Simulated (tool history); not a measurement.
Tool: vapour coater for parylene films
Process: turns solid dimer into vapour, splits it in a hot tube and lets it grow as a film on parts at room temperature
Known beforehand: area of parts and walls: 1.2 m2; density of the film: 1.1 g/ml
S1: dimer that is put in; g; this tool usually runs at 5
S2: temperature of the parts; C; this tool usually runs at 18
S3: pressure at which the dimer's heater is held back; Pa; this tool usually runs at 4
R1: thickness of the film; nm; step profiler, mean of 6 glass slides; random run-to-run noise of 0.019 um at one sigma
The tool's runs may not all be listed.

{"run": 1, "day": 0.0, "S1": 5, "S2": 18, "S3": 4, "R1": 1690}
{"run": 2, "day": 0.729, "S1": 5, "S2": 18, "S3": 4, "R1": 1690}
{"run": 3, "day": 2.183, "S1": 5, "S2": 18, "S3": 4, "R1": 1640}
{"day": 3.183, "done": "trap's valve overhauled"}
{"run": 4, "day": 3.542, "S1": 5, "S2": 18, "S3": 4, "R1": 1810}
{"run": 5, "day": 4.933, "S1": 5, "S2": 18, "S3": 4, "R1": 1790}
{"run": 6, "day": 6.062, "S1": 5, "S2": 21, "S3": 4, "R1": 1570}
{"run": 7, "day": 7.571, "S1": 5, "S2": 21, "S3": 4, "R1": 1570}
{"run": 8, "day": 8.796, "S1": 5, "S2": 21, "S3": 4, "R1": 1550}
{"run": 9, "day": 9.633, "S1": 5, "S2": 18, "S3": 8.52, "R1": 1700}
{"run": 10, "day": 10.529, "S1": 3, "S2": 13, "S3": 7.31, "R1": 1280}
{"run": 11, "day": 11.217, "S1": 3, "S2": 13, "S3": 7.31, "R1": 1250}
{"run": 12, "day": 12.283, "S1": 2, "S2": 11, "S3": 3.97, "R1": 970}
{"run": 13, "day": 13.304, "S1": 2, "S2": 11, "S3": 3.97, "R1": 950}

5 ways to go on from here, each from the tool as it stands after run 13. What would each give?
{"run": "A", "day": 13.996, "S1": 6, "S2": 22, "S3": 3.83, "R1": "?"}
{"run": "B", "day": 13.996, "S1": 5, "S2": 29, "S3": 8.9, "R1": "?"}
{"run": "C", "day": 13.996, "S1": 5, "S2": 14, "S3": 4.31, "R1": "?"}
{"run": "D", "day": 13.996, "S1": 7, "S2": 28, "S3": 3.97, "R1": "?"}
{"run": "E", "day": 13.996, "S1": 4, "S2": 19, "S3": 10.66, "R1": "?"}

run=A R1=1740
run=B R1=1020
run=C R1=2030
run=D R1=1590
run=E R1=1250
With the hidden condition removed and each run's random variation left untouched, the same runs would have given:
run=A R1=1820
run=B R1=1070
run=C R1=2130
run=D R1=1670
run=E R1=1310
